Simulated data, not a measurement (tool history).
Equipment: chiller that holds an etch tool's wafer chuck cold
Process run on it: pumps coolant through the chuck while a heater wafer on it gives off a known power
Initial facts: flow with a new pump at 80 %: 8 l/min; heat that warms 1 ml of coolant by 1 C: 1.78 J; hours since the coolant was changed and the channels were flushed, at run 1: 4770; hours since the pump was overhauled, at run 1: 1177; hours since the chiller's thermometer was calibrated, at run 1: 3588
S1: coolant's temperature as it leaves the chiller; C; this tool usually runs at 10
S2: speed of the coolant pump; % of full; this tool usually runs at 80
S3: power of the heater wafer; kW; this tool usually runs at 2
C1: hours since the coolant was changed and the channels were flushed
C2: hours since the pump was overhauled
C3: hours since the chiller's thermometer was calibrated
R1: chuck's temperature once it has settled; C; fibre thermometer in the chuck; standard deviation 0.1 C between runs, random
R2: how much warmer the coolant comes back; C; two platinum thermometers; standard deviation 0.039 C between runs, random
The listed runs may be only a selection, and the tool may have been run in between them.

run,day,S1,S2,S3,C1,C2,C3,R1,R2
1,0,10,80,2,4770,1177,3588,42.4,8.66
2,2.075,10,80,2,4820,1227,3638,42.6,8.68
3,3.171,10,80,2,4847,1253,3664,42.7,8.63
4,4.412,3,80,2,4876,1283,3694,35.5,8.6
5,5.325,3,80,2,4898,1305,3716,35.6,8.64
6,7.004,10,84,2,4939,1345,3756,41.3,8.16
7,8.988,10,73,2,4986,1392,3804,45.7,9.67
8,10.054,10,73,2,5012,1418,3829,45.7,9.67
9,10.95,10,73,2,5033,1440,3851,45.9,9.57
10,12.892,10,66,2,5080,1486,3897,49.1,10.75
11,14.529,10,80,1.371,5119,1525,3937,32.9,6.04
12,16.054,10,80,1.371,5156,1562,3973,32.7,5.93
13,18.138,1,80,1.107,5206,1612,4023,19.6,4.79
14,20.15,1,80,1.107,5254,1660,4072,19.7,4.83
15,22.071,1,82,1.107,5300,1706,4118,19.3,4.74
16,23.238,1,66,1.398,5328,1734,4146,29.1,7.63
# day 25.112: chiller's thermometer calibrated
17,25.196,17,88,1.398,5374,1780,2,37.9,5.47
18,27.317,17,88,1.398,5425,1831,53,38,5.5
19,29.308,17,88,1.398,5473,1879,101,38.3,5.48
20,30.625,10,82,1.96,5504,1911,132,41.9,8.34
21,31.625,10,82,1.96,5528,1935,156,42,8.35
22,32.542,9,99,2.599,5550,1957,178,44.8,9.01
23,34.546,10,89,1.211,5599,2005,226,28.4,4.69

Below, each run's measurement less what the same run would have read without the hidden state. Both values contain the same run-to-run variation, but the gauge's scatter may not be the same in both:
Hidden state at play: heat passed by the chuck's channels, % of clean ones'; flow at a given pump speed, % of a new pump's; coolant's true temperature over the reading, C; drift of the gauge itself on chuck_c, C; drift of the gauge itself on warmer_back_c, C.
run,R1,R2
1,+5.9,+0.18
2,+5.9,+0.2
3,+6,+0.2
4,+6.1,+0.2
5,+6.1,+0.21
6,+6,+0.2
7,+6.8,+0.24
8,+6.8,+0.26
9,+6.8,+0.25
10,+7.6,+0.29
11,+4.7,+0.17
12,+4.7,+0.17
13,+3.9,+0.14
14,+4,+0.15
15,+4,+0.15
16,+5.9,+0.24
17,+4.1,+0.18
18,+4.2,+0.19
19,+4.3,+0.2
20,+6.4,+0.29
21,+6.5,+0.3
22,+7.4,+0.32
23,+3.9,+0.18
